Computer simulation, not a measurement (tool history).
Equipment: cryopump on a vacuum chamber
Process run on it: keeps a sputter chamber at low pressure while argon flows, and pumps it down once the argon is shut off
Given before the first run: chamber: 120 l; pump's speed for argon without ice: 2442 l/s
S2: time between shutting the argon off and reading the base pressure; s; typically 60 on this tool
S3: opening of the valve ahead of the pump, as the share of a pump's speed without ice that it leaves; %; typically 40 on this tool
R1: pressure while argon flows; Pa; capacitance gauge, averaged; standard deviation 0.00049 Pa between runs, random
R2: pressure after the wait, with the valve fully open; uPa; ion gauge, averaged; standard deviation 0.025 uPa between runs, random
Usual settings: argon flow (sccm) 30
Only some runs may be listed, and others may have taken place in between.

run 1 hour=0 | argon_flow_(sccm)=30 S2=60 S3=40 | R1=0.0574 R2=1.14
run 2 hour=34.3 | argon_flow_(sccm)=30 S2=60 S3=40 | R1=0.0566 R2=1.19
run 3 hour=72.1 | argon_flow_(sccm)=30 S2=60 S3=40 | R1=0.0577 R2=1.2
run 4 hour=109.1 | argon_flow_(sccm)=30 S2=60 S3=40 | R1=0.0575 R2=1.21
run 5 hour=130.5 | argon_flow_(sccm)=30 S2=60 S3=40 | R1=0.0586 R2=1.19
run 6 hour=170.2 | argon_flow_(sccm)=50 S2=60 S3=40 | R1=0.0967 R2=1.29
run 7 hour=194.6 | argon_flow_(sccm)=50 S2=60 S3=40 | R1=0.0975 R2=1.27
run 8 hour=233 | argon_flow_(sccm)=50 S2=60 S3=32 | R1=0.1191 R2=1.31
run 9 hour=266.9 | argon_flow_(sccm)=50 S2=60 S3=32 | R1=0.1192 R2=1.26
run 10 hour=302 | argon_flow_(sccm)=50 S2=60 S3=32 | R1=0.1205 R2=1.35
run 11 hour=330.5 | argon_flow_(sccm)=30 S2=186 S3=40 | R1=0.0587 R2=0.71
run 12 hour=376.3 | argon_flow_(sccm)=30 S2=60 S3=40 | R1=0.0519 R2=1.29
run 13 hour=394.1 | argon_flow_(sccm)=30 S2=60 S3=40 | R1=0.0528 R2=1.29
run 14 hour=420.1 | argon_flow_(sccm)=30 S2=60 S3=40 | R1=0.0514 R2=1.29
run 15 hour=446.9 | argon_flow_(sccm)=30 S2=60 S3=40 | R1=0.0519 R2=1.3
run 16 hour=477.5 | argon_flow_(sccm)=30 S2=60 S3=40 | R1=0.0525 R2=1.31
run 17 hour=504.7 | argon_flow_(sccm)=30 S2=60 S3=40 | R1=0.0525 R2=1.29
run 18 hour=528.6 | argon_flow_(sccm)=30 S2=25 S3=40 | R1=0.0519 R2=2.64
run 19 hour=558.2 | argon_flow_(sccm)=30 S2=25 S3=40 | R1=0.0522 R2=2.65
run 20 hour=592.9 | argon_flow_(sccm)=30 S2=272 S3=60 | R1=0.0349 R2=0.67
run 21 hour=629.4 | argon_flow_(sccm)=28 S2=287 S3=38 | R1=0.0522 R2=0.62
run 22 hour=659.9 | argon_flow_(sccm)=27 S2=287 S3=24 | R1=0.0789 R2=0.67
run 23 hour=692.1 | argon_flow_(sccm)=30 S2=114 S3=40 | R1=0.0527 R2=0.94
run 24 hour=712.2 | argon_flow_(sccm)=40 S2=74 S3=56 | R1=0.0508 R2=1.29
run 25 hour=733.4 | argon_flow_(sccm)=30 S2=44 S3=16 | R1=0.1307 R2=1.71
run 26 hour=759.7 | argon_flow_(sccm)=48 S2=152 S3=25 | R1=0.135 R2=0.95
run 27 hour=796.3 | argon_flow_(sccm)=16 S2=95 S3=26 | R1=0.0431 R2=1.12
run 28 hour=830.4 | argon_flow_(sccm)=16 S2=95 S3=26 | R1=0.0434 R2=1.19
run 29 hour=856.9 | argon_flow_(sccm)=30 S2=30 S3=16 | R1=0.131 R2=2.42
run 30 hour=892.8 | argon_flow_(sccm)=33 S2=60 S3=16 | R1=0.1449 R2=1.58
run 31 hour=918.1 | argon_flow_(sccm)=56 S2=60 S3=20 | R1=0.1971 R2=1.53
run 32 hour=952.2 | argon_flow_(sccm)=56 S2=60 S3=20 | R1=0.1975 R2=1.57
run 33 hour=978.7 | argon_flow_(sccm)=56 S2=60 S3=20 | R1=0.1967 R2=1.55
run 34 hour=1015.6 | argon_flow_(sccm)=56 S2=60 S3=20 | R1=0.1974 R2=1.66

Removed from this log: 1 entry logged between the listed runs. Between which two listed runs does each belong, and how does the tool's hidden state at the listed run before it compare with that at the listed run after it?
Run 11 -> run 12: pump warmed up, emptied and cooled again (hour 375.4)
  pump's speed, % of a pump's without ice: 75.6 -> 99.9; leak into the chamber, uPa l/s: 809 -> 852
  measured less the result without the state, R1: +0.0068 -> +0.0002 Pa; R2: +0.32 -> +0.22 uPa
